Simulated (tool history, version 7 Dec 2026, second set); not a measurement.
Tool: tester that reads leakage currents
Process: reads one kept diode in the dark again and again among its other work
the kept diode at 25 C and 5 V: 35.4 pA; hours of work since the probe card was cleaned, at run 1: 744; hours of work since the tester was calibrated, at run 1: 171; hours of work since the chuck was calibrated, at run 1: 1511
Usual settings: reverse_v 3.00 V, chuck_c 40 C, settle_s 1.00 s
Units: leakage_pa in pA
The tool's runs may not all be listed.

run,hour,reverse_v,chuck_c,settle_s,hours of work since the probe card was cleaned,hours of work since the tester was calibrated,hours of work since the chuck was calibrated,leakage_pa
1,0.0,3.00,40,1.00,744,171,1511,122.33
# hour 39.5: chuck's temperature calibrated
2,39.5,3.00,40,1.00,770,197,0,104.79
3,71.2,3.00,40,1.00,792,219,22,105.15
4,109.3,3.00,40,1.00,817,245,48,105.93
5,139.1,3.00,40,1.00,838,265,68,105.42
6,166.3,3.00,40,1.00,856,283,86,106.69
7,203.6,16.13,40,1.00,882,309,112,207.00
8,252.2,16.13,40,1.00,915,342,145,208.84
9,293.2,3.00,40,1.00,943,370,173,107.47
10,334.3,3.00,40,1.00,971,398,201,108.77
11,378.8,3.00,40,1.00,1001,428,231,108.86
12,415.2,2.01,40,1.00,1026,453,256,94.87
13,456.9,3.00,40,4.68,1054,481,284,109.83
# hour 477.6: probe card cleaned and baked
14,506.9,3.00,40,4.68,20,513,316,102.84
15,558.2,3.00,40,4.68,55,548,351,102.29
16,587.4,3.00,40,4.68,75,568,371,103.54
17,615.9,3.00,40,4.68,94,588,391,103.72
18,644.3,3.00,40,4.68,114,607,410,104.25
19,694.6,3.00,40,4.68,148,641,444,104.50
20,729.0,3.00,42,2.04,171,665,468,122.02
21,778.3,1.06,31,8.46,205,698,501,38.40
22,800.0,1.06,31,8.46,220,713,516,38.72
23,848.7,10.45,46,6.48,253,746,549,245.05
24,895.9,2.54,46,0.50,285,779,581,157.30
25,917.8,10.62,51,1.45,300,793,596,352.04
26,939.8,3.80,51,2.89,315,808,611,252.59
27,964.1,1.04,31,0.35,331,825,628,39.52
28,997.2,1.99,28,2.39,354,848,650,39.04
29,1033.7,4.36,39,6.92,379,872,675,115.40
30,1079.7,4.36,39,6.92,410,904,707,115.98
31,1117.0,5.50,29,1.00,436,929,732,62.89
32,1148.8,6.49,29,1.13,457,951,754,67.22
33,1181.2,3.00,40,2.89,479,973,776,111.15
34,1202.6,3.20,25,0.31,494,987,790,40.16
35,1245.8,3.36,20,1.00,523,1017,820,28.10
36,1295.2,3.71,25,1.71,557,1051,854,41.64

Hidden state or all else? Some run-to-run changes of leakage_pa, split into what the settings, what came in and random variation would give without the hidden state, and what is left for the hidden state (with any gauge scatter that isn't in both results):
The hidden state here: stray current of the dirty probe card, pA a volt; current scale over the true one, %; true chuck temperature over the reading, C; drift of the gauge itself on leakage_pa, %.
Run 6 -> 7: reverse_v 3.00 -> 16.13. leakage_pa +100.31 pA: hidden state +30.47, all else +69.84.
Run 8 -> 9: reverse_v 16.13 -> 3.00. leakage_pa -101.37 pA: hidden state -30.87, all else -70.50.
Run 22 -> 23: reverse_v 1.06 -> 10.45, chuck_c 31 -> 46, settle_s 8.46 -> 6.48. leakage_pa +206.33 pA: hidden state +18.26, all else +188.07.
Run 24 -> 25: reverse_v 2.54 -> 10.62, chuck_c 46 -> 51, settle_s 0.50 -> 1.45. leakage_pa +194.74 pA: hidden state +18.15, all else +176.59.
Run 26 -> 27: reverse_v 3.80 -> 1.04, chuck_c 51 -> 31, settle_s 2.89 -> 0.35. leakage_pa -213.07 pA: hidden state -15.55, all else -197.52.
